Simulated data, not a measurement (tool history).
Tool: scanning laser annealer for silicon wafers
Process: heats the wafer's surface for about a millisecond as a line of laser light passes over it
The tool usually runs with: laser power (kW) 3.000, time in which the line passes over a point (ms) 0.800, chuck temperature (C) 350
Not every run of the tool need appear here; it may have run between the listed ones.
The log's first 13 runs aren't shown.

| run | hour | laser power (kW) | time in which the line passes over a point (ms) | chuck temperature (C) | hours of work since the window was cleaned | hours of work since the power meter was calibrated | hours of work since the optics were aligned | highest temperature of the surface (C) |
|---|---|---|---|---|---|---|---|---|
| 14 | 303.2 | 3.000 | 0.800 | 350 | 573 | 268 | 816 | 1070 |
| 15 | 332.6 | 3.000 | 0.800 | 350 | 587 | 282 | 831 | 1068 |
| 16 | 346.6 | 3.000 | 0.800 | 350 | 594 | 289 | 838 | 1072 |
| 17 | 363.4 | 3.000 | 0.800 | 350 | 602 | 297 | 846 | 1068 |
| 18 | 393.3 | 3.000 | 0.800 | 350 | 617 | 312 | 861 | 1068 |
| 19 | 412.5 | 3.000 | 0.593 | 350 | 626 | 321 | 870 | 977 |
| 20 | 439.6 | 3.000 | 0.593 | 350 | 640 | 335 | 884 | 979 |
| 21 | 466.0 | 3.000 | 0.593 | 350 | 653 | 348 | 897 | 976 |
|  | 471.6 | laser's power meter calibrated |
| 22 | 486.2 | 2.862 | 0.682 | 360 | 661 | 7 | 905 | 990 |
| 23 | 509.1 | 2.862 | 0.682 | 360 | 672 | 18 | 916 | 989 |
|  | 532.0 | laser's power meter calibrated, once more |
| 24 | 536.4 | 2.862 | 0.682 | 360 | 684 | 2 | 928 | 992 |
| 25 | 561.8 | 2.862 | 0.682 | 360 | 697 | 15 | 941 | 994 |
| 26 | 583.9 | 2.862 | 0.682 | 360 | 708 | 26 | 952 | 992 |
| 27 | 607.6 | 2.929 | 0.948 | 350 | 719 | 37 | 963 | 1099 |
| 28 | 623.1 | 3.000 | 0.798 | 362 | 727 | 45 | 971 | 1082 |
| 29 | 643.1 | 2.836 | 0.979 | 350 | 737 | 55 | 981 | 1081 |
| 30 | 670.2 | 2.671 | 0.611 | 386 | 750 | 68 | 994 | 932 |

Run 31 has not been measured yet. What should we expect?
| 31 | 700.4 | 2.671 | 0.611 | 386 | 765 | 83 | 1009 | ? |

highest temperature of the surface (C): 938
Minus the tool's unlogged condition, the same run would have read highest temperature of the surface (C) 953.

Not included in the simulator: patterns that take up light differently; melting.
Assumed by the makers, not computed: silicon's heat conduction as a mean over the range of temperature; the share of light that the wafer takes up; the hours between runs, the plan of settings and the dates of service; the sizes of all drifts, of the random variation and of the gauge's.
